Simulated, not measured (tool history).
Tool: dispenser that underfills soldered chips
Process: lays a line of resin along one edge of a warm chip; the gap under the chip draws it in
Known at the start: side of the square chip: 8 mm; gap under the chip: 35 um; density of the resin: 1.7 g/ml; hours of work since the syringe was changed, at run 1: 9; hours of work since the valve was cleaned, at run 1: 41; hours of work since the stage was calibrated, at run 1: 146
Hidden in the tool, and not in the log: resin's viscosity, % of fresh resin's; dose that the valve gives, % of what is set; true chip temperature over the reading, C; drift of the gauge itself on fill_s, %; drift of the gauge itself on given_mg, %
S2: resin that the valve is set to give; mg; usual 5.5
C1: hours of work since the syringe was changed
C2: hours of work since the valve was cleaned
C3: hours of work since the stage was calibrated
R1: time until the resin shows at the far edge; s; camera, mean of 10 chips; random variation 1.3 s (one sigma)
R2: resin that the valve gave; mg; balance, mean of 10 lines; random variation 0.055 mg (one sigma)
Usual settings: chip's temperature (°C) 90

Run 1, hour 0: usual settings; C1 9; C2 41; C3 146. Result: R1 292.1 s, R2 5.37 mg.
At hour 1.2: new syringe of resin.
Run 2, hour 5.1: usual settings but S2 6.68 mg; C1 3; C2 45; C3 150. Result: R1 166.3 s, R2 6.35 mg.
Run 3, hour 9.5: usual settings but S2 6.68 mg; C1 7; C2 48; C3 154. Result: R1 227.5 s, R2 6.31 mg.
At hour 14.1: new syringe of resin.
Run 4, hour 16.7: usual settings but S2 6.68 mg; C1 2; C2 54; C3 159. Result: R1 149.3 s, R2 6.3 mg.
Run 5, hour 21.4: usual settings but S2 5.38 mg; C1 6; C2 57; C3 163. Result: R1 210.4 s, R2 5.08 mg.
At hour 26.6: new syringe of resin.
Run 6, hour 29.3: usual settings but S2 5.49 mg; C1 2; C2 63; C3 169. Result: R1 153.4 s, R2 5.13 mg.
Run 7, hour 37.2: usual settings but S2 5.49 mg; C1 8; C2 70; C3 175. Result: R1 269.8 s, R2 5.02 mg.
At hour 39.5: new syringe of resin.
Run 8, hour 47.5: usual settings but S2 5.49 mg; C1 6; C2 78; C3 183. Result: R1 225.8 s, R2 5 mg.
At hour 52.5: new syringe of resin.
At hour 54.3: dispensing valve cleaned and set on the balance.
Run 9, hour 55.6: usual settings but S2 6.28 mg; C1 2; C2 1; C3 189. Result: R1 149.6 s, R2 6.19 mg.
Run 10, hour 60.9: usual settings but chip's temperature (°C) 97, S2 5.44 mg; C1 6; C2 5; C3 193. Result: R1 168.7 s, R2 5.41 mg.
At hour 66.3: new syringe of resin.
Run 11, hour 66.3: usual settings but chip's temperature (°C) 104, S2 6.64 mg; C1 0; C2 9; C3 197. Result: R1 73.8 s, R2 6.54 mg.
Run 12, hour 75.7: usual settings but chip's temperature (°C) 104, S2 6.64 mg; C1 7; C2 17; C3 204. Result: R1 139.9 s, R2 6.59 mg.
At hour 79: new syringe of resin.
Run 13, hour 84: usual settings but chip's temperature (°C) 103, S2 6.81 mg; C1 4; C2 23; C3 211. Result: R1 106.1 s, R2 6.69 mg.
Run 14, hour 88.8: usual settings but chip's temperature (°C) 83, S2 5.36 mg; C1 8; C2 27; C3 215. Result: R1 345.1 s, R2 5.18 mg.
At hour 91.9: new syringe of resin.
Run 15, hour 96.9: usual settings but chip's temperature (°C) 97, S2 5.64 mg; C1 4; C2 33; C3 221. Result: R1 143.2 s, R2 5.48 mg.
At hour 104.8: new syringe of resin.
Run 16, hour 105: usual settings but chip's temperature (°C) 100, S2 4.84 mg; C1 0; C2 39; C3 227. Result: R1 94.3 s, R2 4.64 mg.

4 ways to go on from here, each from the tool as it stands after run 16. What would each give?
Run A, hour 113.7: usual settings but chip's temperature (°C) 95, S2 6.93 mg; C1 7; C2 46; C3 234. Result: R1 ?, R2 ?.
Run B, hour 113.7: usual settings but chip's temperature (°C) 102; C1 7; C2 46; C3 234. Result: R1 ?, R2 ?.
Run C, hour 113.7: usual settings but chip's temperature (°C) 76, S2 6.41 mg; C1 7; C2 46; C3 234. Result: R1 ?, R2 ?.
Run D, hour 113.7: usual settings but chip's temperature (°C) 95, S2 6.88 mg; C1 7; C2 46; C3 234. Result: R1 ?, R2 ?.

run     R1    R2
  A  198.4  6.63
  B  157.3  5.16
  C  436.8  6.02
  D  198.3  6.61
Without the tool's hidden state the same runs would have given:
run     R1    R2
  A   98.7  6.94
  B   77.6  5.41
  C  214.8  6.31
  D   98.4  6.92

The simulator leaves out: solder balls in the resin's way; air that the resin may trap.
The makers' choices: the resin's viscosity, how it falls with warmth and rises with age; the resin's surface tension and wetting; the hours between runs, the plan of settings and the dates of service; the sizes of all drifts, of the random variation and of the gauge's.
